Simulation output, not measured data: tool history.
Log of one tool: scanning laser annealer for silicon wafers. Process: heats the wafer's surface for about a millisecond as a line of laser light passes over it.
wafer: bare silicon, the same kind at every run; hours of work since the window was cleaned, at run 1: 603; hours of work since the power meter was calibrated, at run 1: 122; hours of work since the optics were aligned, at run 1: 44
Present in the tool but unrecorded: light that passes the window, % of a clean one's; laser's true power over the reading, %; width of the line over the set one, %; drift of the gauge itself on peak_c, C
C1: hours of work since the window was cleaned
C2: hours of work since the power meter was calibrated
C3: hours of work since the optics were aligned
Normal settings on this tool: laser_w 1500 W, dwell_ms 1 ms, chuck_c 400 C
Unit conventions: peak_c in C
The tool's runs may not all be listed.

run 1 hour=0 | laser_w=1500 dwell_ms=1 chuck_c=400 | C1=603 C2=122 C3=44 | peak_c=1131
run 2 hour=11.5 | laser_w=1500 dwell_ms=1 chuck_c=400 | C1=611 C2=130 C3=52 | peak_c=1133
run 3 hour=26.7 | laser_w=1500 dwell_ms=1 chuck_c=400 | C1=622 C2=141 C3=63 | peak_c=1128
run 4 hour=35.9 | laser_w=1500 dwell_ms=1 chuck_c=435 | C1=628 C2=147 C3=69 | peak_c=1164
run 5 hour=43 | laser_w=1481 dwell_ms=1 chuck_c=435 | C1=633 C2=152 C3=74 | peak_c=1149
run 6 hour=52.2 | laser_w=1481 dwell_ms=1 chuck_c=435 | C1=639 C2=158 C3=80 | peak_c=1148
run 7 hour=59.3 | laser_w=1500 dwell_ms=1 chuck_c=433 | C1=644 C2=163 C3=85 | peak_c=1158
run 8 hour=66.8 | laser_w=1500 dwell_ms=1 chuck_c=400 | C1=650 C2=168 C3=91 | peak_c=1124
run 9 hour=76.8 | laser_w=1500 dwell_ms=1 chuck_c=400 | C1=656 C2=175 C3=97 | peak_c=1124
run 10 hour=89.1 | laser_w=1500 dwell_ms=1 chuck_c=400 | C1=665 C2=184 C3=106 | peak_c=1125
run 11 hour=96.6 | laser_w=1500 dwell_ms=0.95 chuck_c=400 | C1=670 C2=189 C3=111 | peak_c=1101
run 12 hour=111 | laser_w=1500 dwell_ms=1 chuck_c=438 | C1=680 C2=199 C3=121 | peak_c=1161
run 13 hour=125.7 | laser_w=1500 dwell_ms=0.93 chuck_c=400 | C1=690 C2=209 C3=131 | peak_c=1096
run 14 hour=138.5 | laser_w=1445 dwell_ms=1.16 chuck_c=417 | C1=699 C2=218 C3=140 | peak_c=1160
run 15 hour=146 | laser_w=1445 dwell_ms=1.16 chuck_c=417 | C1=704 C2=223 C3=145 | peak_c=1158
-- hour=151.8 optics aligned, line set to its width
run 16 hour=158.9 | laser_w=1546 dwell_ms=1 chuck_c=400 | C1=710 C2=229 C3=5 | peak_c=1147
run 17 hour=168.1 | laser_w=1491 dwell_ms=1 chuck_c=400 | C1=716 C2=235 C3=11 | peak_c=1112
run 18 hour=176.9 | laser_w=1491 dwell_ms=1 chuck_c=400 | C1=722 C2=241 C3=17 | peak_c=1113
-- hour=187.8 optics aligned, line set to its width, once more
run 19 hour=190.8 | laser_w=1356 dwell_ms=0.87 chuck_c=401 | C1=728 C2=247 C3=2 | peak_c=990
run 20 hour=198.4 | laser_w=1500 dwell_ms=1 chuck_c=398 | C1=734 C2=252 C3=7 | peak_c=1116
run 21 hour=210.6 | laser_w=1500 dwell_ms=1 chuck_c=398 | C1=742 C2=261 C3=16 | peak_c=1119
run 22 hour=221.4 | laser_w=1374 dwell_ms=1 chuck_c=420 | C1=750 C2=268 C3=23 | peak_c=1062
run 23 hour=233.3 | laser_w=1552 dwell_ms=0.93 chuck_c=429 | C1=758 C2=277 C3=32 | peak_c=1151
-- hour=244 window over the wafer cleaned
run 24 hour=251.6 | laser_w=1425 dwell_ms=1.17 chuck_c=363 | C1=5 C2=288 C3=43 | peak_c=1151
run 25 hour=267 | laser_w=1536 dwell_ms=1.17 chuck_c=415 | C1=16 C2=298 C3=53 | peak_c=1283

4 options for the next run, each taken on its own from the tool as it stands now. Forecast them:
run A hour=277.3 | laser_w=1478 dwell_ms=1 chuck_c=391 | C1=23 C2=306 C3=61 | peak_c=?
run B hour=277.3 | laser_w=1572 dwell_ms=1 chuck_c=400 | C1=23 C2=306 C3=61 | peak_c=?
run C hour=277.3 | laser_w=1545 dwell_ms=1.03 chuck_c=422 | C1=23 C2=306 C3=61 | peak_c=?
run D hour=277.3 | laser_w=1418 dwell_ms=1.16 chuck_c=417 | C1=23 C2=306 C3=61 | peak_c=?

run=A peak_c=1154
run=B peak_c=1223
run=C peak_c=1240
run=D peak_c=1198
Without the tool's unlogged condition, the same runs would have read:
run=A peak_c=1156
run=B peak_c=1226
run=C peak_c=1243
run=D peak_c=1201

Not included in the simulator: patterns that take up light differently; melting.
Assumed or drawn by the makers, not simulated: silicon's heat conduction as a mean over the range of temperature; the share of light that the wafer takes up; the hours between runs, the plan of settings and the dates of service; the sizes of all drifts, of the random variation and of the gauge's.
